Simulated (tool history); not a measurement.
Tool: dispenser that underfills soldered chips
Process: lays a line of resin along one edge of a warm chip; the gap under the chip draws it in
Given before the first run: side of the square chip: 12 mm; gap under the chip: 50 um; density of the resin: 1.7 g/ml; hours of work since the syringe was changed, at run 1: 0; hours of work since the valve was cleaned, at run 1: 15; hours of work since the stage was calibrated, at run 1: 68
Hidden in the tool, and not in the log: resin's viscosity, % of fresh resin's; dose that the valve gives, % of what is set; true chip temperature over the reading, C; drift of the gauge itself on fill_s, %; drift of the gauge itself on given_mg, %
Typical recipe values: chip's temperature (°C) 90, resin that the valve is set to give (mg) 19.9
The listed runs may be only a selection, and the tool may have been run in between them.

run,hour,chip's temperature (°C),resin that the valve is set to give (mg),hours of work since the syringe was changed,hours of work since the valve was cleaned,hours of work since the stage was calibrated,time until the resin shows at the far edge (s),resin that the valve gave (mg)
1,0.0,90,19.9,0,15,68,73.7,19.79
2,7.3,82,19.9,6,20,73,128.9,19.63
# hour 10.3: new syringe of resin
3,11.1,90,19.9,1,23,76,75.7,19.67
4,14.6,90,19.9,3,25,78,88.5,19.63
5,18.8,102,19.9,6,28,82,78.0,19.55
# hour 20.9: new syringe of resin
6,23.3,102,19.9,2,31,85,58.2,19.65
7,27.8,90,19.9,5,35,88,99.5,19.47
# hour 31.1: new syringe of resin
8,31.6,90,19.9,0,37,90,75.2,19.49
9,35.8,90,19.9,3,40,94,91.3,19.51
10,39.3,90,19.9,6,43,96,108.0,19.36
# hour 41.6: new syringe of resin
11,46.4,90,19.9,4,48,101,89.0,19.41
# hour 52.2: new syringe of resin
12,54.2,90,16.9,1,53,107,81.4,16.39
13,59.8,81,16.9,6,58,111,137.5,16.22
# hour 62.4: dispensing valve cleaned and set on the balance
# hour 63.5: new syringe of resin
14,66.9,81,16.9,2,3,115,113.8,16.95
15,72.2,90,22.6,6,7,119,109.7,22.52
# hour 73.9: new syringe of resin
16,76.3,90,19.6,2,10,122,82.7,19.38
17,80.3,90,19.6,5,13,125,98.0,19.41
# hour 84.3: new syringe of resin
18,88.3,90,19.6,3,18,130,86.1,19.41
# hour 95.0: new syringe of resin
19,96.8,88,19.3,1,24,136,83.1,18.98
20,100.6,88,19.3,4,27,139,97.3,19.21
# hour 105.7: new syringe of resin
21,105.7,97,19.0,0,31,143,61.0,18.68
22,111.1,97,19.0,4,35,147,79.4,18.55
# hour 116.1: new syringe of resin
23,119.5,90,20.4,3,41,153,85.4,20.04
# hour 126.5: new syringe of resin
24,126.5,91,24.9,0,46,157,69.2,24.28
25,133.5,85,18.7,5,51,163,115.4,18.22
# hour 136.9: new syringe of resin
26,140.1,98,22.7,2,55,167,67.7,22.06
# hour 145.5: dispensing valve cleaned and set on the balance
# hour 148.2: new syringe of resin
27,148.4,94,19.5,0,2,172,63.7,19.51
28,153.2,97,25.0,4,5,176,73.0,24.88
# hour 158.6: new syringe of resin
29,160.7,97,25.0,1,11,181,66.2,24.72
# hour 168.9: new syringe of resin
30,168.9,96,25.0,0,17,187,60.9,24.69
31,177.0,85,17.3,6,22,193,122.5,17.11
# hour 179.2: new syringe of resin
32,184.1,90,23.0,4,28,198,89.1,22.65
# hour 189.9: new syringe of resin
33,192.7,86,23.6,2,34,204,91.9,23.05
# hour 200.2: new syringe of resin
34,200.2,87,21.0,0,39,209,76.9,20.53
35,206.5,98,20.8,5,44,214,78.7,20.23

Hidden condition of the tool, last listed run before each entry between runs versus first listed run after:
Between runs 2 and 3: new syringe of resin (hour 10.3)
  resin's viscosity, % of fresh resin's: 141 -> 104; dose that the valve gives, % of what is set: 98.77 -> 98.64; true chip temperature over the reading, C: 1.15 -> 1.17
  what was measured, less what the result would be without the hidden state, time until the resin shows at the far edge (s): +34.7 -> +0.7; resin that the valve gave (mg): -0.24 -> -0.27
Between runs 5 and 6: new syringe of resin (hour 20.9)
  resin's viscosity, % of fresh resin's: 148.6 -> 110; dose that the valve gives, % of what is set: 98.35 -> 98.2; true chip temperature over the reading, C: 1.21 -> 1.23
  what was measured, less what the result would be without the hidden state, time until the resin shows at the far edge (s): +24.2 -> +3.7; resin that the valve gave (mg): -0.33 -> -0.36
Between runs 7 and 8: new syringe of resin (hour 31.1)
  resin's viscosity, % of fresh resin's: 136 -> 102.7; dose that the valve gives, % of what is set: 98.02 -> 97.88; true chip temperature over the reading, C: 1.25 -> 1.27
  what was measured, less what the result would be without the hidden state, time until the resin shows at the far edge (s): +23.9 -> -0.5; resin that the valve gave (mg): -0.39 -> -0.42
Between runs 10 and 11: new syringe of resin (hour 41.6)
  resin's viscosity, % of fresh resin's: 146.6 -> 124.5; dose that the valve gives, % of what is set: 97.61 -> 97.36; true chip temperature over the reading, C: 1.31 -> 1.35
  what was measured, less what the result would be without the hidden state, time until the resin shows at the far edge (s): +31.8 -> +15.0; resin that the valve gave (mg): -0.48 -> -0.53
Between runs 11 and 12: new syringe of resin (hour 52.2)
  resin's viscosity, % of fresh resin's: 124.5 -> 109.5; dose that the valve gives, % of what is set: 97.36 -> 97.05; true chip temperature over the reading, C: 1.35 -> 1.39
  what was measured, less what the result would be without the hidden state, time until the resin shows at the far edge (s): +15.0 -> +4.7; resin that the valve gave (mg): -0.53 -> -0.50
Between runs 13 and 14: dispensing valve cleaned and set on the balance (hour 62.4); new syringe of resin (hour 63.5)
  resin's viscosity, % of fresh resin's: 142.3 -> 117.2; dose that the valve gives, % of what is set: 96.84 -> 99.58; true chip temperature over the reading, C: 1.42 -> 1.45
  what was measured, less what the result would be without the hidden state, time until the resin shows at the far edge (s): +37.7 -> +12.5; resin that the valve gave (mg): -0.52 -> -0.07
Between runs 15 and 16: new syringe of resin (hour 73.9)
  resin's viscosity, % of fresh resin's: 149.7 -> 111.8; dose that the valve gives, % of what is set: 99.38 -> 99.23; true chip temperature over the reading, C: 1.48 -> 1.5
  what was measured, less what the result would be without the hidden state, time until the resin shows at the far edge (s): +33.4 -> +5.7; resin that the valve gave (mg): -0.14 -> -0.15
Between runs 17 and 18: new syringe of resin (hour 84.3)
  resin's viscosity, % of fresh resin's: 135 -> 119.8; dose that the valve gives, % of what is set: 99.09 -> 98.8; true chip temperature over the reading, C: 1.52 -> 1.56
  what was measured, less what the result would be without the hidden state, time until the resin shows at the far edge (s): +22.3 -> +11.2; resin that the valve gave (mg): -0.18 -> -0.23
Between runs 18 and 19: new syringe of resin (hour 95.0)
  resin's viscosity, % of fresh resin's: 119.8 -> 107; dose that the valve gives, % of what is set: 98.8 -> 98.46; true chip temperature over the reading, C: 1.56 -> 1.61
  what was measured, less what the result would be without the hidden state, time until the resin shows at the far edge (s): +11.2 -> +2.0; resin that the valve gave (mg): -0.23 -> -0.30
Between runs 20 and 21: new syringe of resin (hour 105.7)
  resin's viscosity, % of fresh resin's: 127.7 -> 100.3; dose that the valve gives, % of what is set: 98.31 -> 98.13; true chip temperature over the reading, C: 1.63 -> 1.65
  what was measured, less what the result would be without the hidden state, time until the resin shows at the far edge (s): +17.6 -> -2.3; resin that the valve gave (mg): -0.33 -> -0.36
Between runs 22 and 23: new syringe of resin (hour 116.1)
  resin's viscosity, % of fresh resin's: 129 -> 117.7; dose that the valve gives, % of what is set: 97.93 -> 97.65; true chip temperature over the reading, C: 1.68 -> 1.73
  what was measured, less what the result would be without the hidden state, time until the resin shows at the far edge (s): +15.2 -> +9.4; resin that the valve gave (mg): -0.39 -> -0.48
Between runs 23 and 24: new syringe of resin (hour 126.5)
  resin's viscosity, % of fresh resin's: 117.7 -> 99.6; dose that the valve gives, % of what is set: 97.65 -> 97.39; true chip temperature over the reading, C: 1.73 -> 1.76
  what was measured, less what the result would be without the hidden state, time until the resin shows at the far edge (s): +9.4 -> -3.6; resin that the valve gave (mg): -0.48 -> -0.65
Between runs 25 and 26: new syringe of resin (hour 136.9)
  resin's viscosity, % of fresh resin's: 137.5 -> 118; dose that the valve gives, % of what is set: 97.15 -> 96.92; true chip temperature over the reading, C: 1.8 -> 1.84
  what was measured, less what the result would be without the hidden state, time until the resin shows at the far edge (s): +27.5 -> +7.6; resin that the valve gave (mg): -0.54 -> -0.70
Between runs 26 and 27: dispensing valve cleaned and set on the balance (hour 145.5); new syringe of resin (hour 148.2)
  resin's viscosity, % of fresh resin's: 118 -> 100.2; dose that the valve gives, % of what is set: 96.92 -> 99.72; true chip temperature over the reading, C: 1.84 -> 1.87
  what was measured, less what the result would be without the hidden state, time until the resin shows at the far edge (s): +7.6 -> -3.1; resin that the valve gave (mg): -0.70 -> -0.05
Between runs 28 and 29: new syringe of resin (hour 158.6)
  resin's viscosity, % of fresh resin's: 125.2 -> 111; dose that the valve gives, % of what is set: 99.54 -> 99.26; true chip temperature over the reading, C: 1.9 -> 1.94
  what was measured, less what the result would be without the hidden state, time until the resin shows at the far edge (s): +11.7 -> +3.4; resin that the valve gave (mg): -0.12 -> -0.18
Between runs 29 and 30: new syringe of resin (hour 168.9)
  resin's viscosity, % of fresh resin's: 111 -> 100.2; dose that the valve gives, % of what is set: 99.26 -> 98.96; true chip temperature over the reading, C: 1.94 -> 1.98
  what was measured, less what the result would be without the hidden state, time until the resin shows at the far edge (s): +3.4 -> -3.1; resin that the valve gave (mg): -0.18 -> -0.26
Between runs 31 and 32: new syringe of resin (hour 179.2)
  resin's viscosity, % of fresh resin's: 145.5 -> 127; dose that the valve gives, % of what is set: 98.67 -> 98.42; true chip temperature over the reading, C: 2.02 -> 2.06
  what was measured, less what the result would be without the hidden state, time until the resin shows at the far edge (s): +33.6 -> +14.8; resin that the valve gave (mg): -0.23 -> -0.37
Between runs 32 and 33: new syringe of resin (hour 189.9)
  resin's viscosity, % of fresh resin's: 127 -> 114.5; dose that the valve gives, % of what is set: 98.42 -> 98.12; true chip temperature over the reading, C: 2.06 -> 2.1
  what was measured, less what the result would be without the hidden state, time until the resin shows at the far edge (s): +14.8 -> +6.8; resin that the valve gave (mg): -0.37 -> -0.44
Between runs 33 and 34: new syringe of resin (hour 200.2)
  resin's viscosity, % of fresh resin's: 114.5 -> 100.8; dose that the valve gives, % of what is set: 98.12 -> 97.86; true chip temperature over the reading, C: 2.1 -> 2.14
  what was measured, less what the result would be without the hidden state, time until the resin shows at the far edge (s): +6.8 -> -4.0; resin that the valve gave (mg): -0.44 -> -0.45
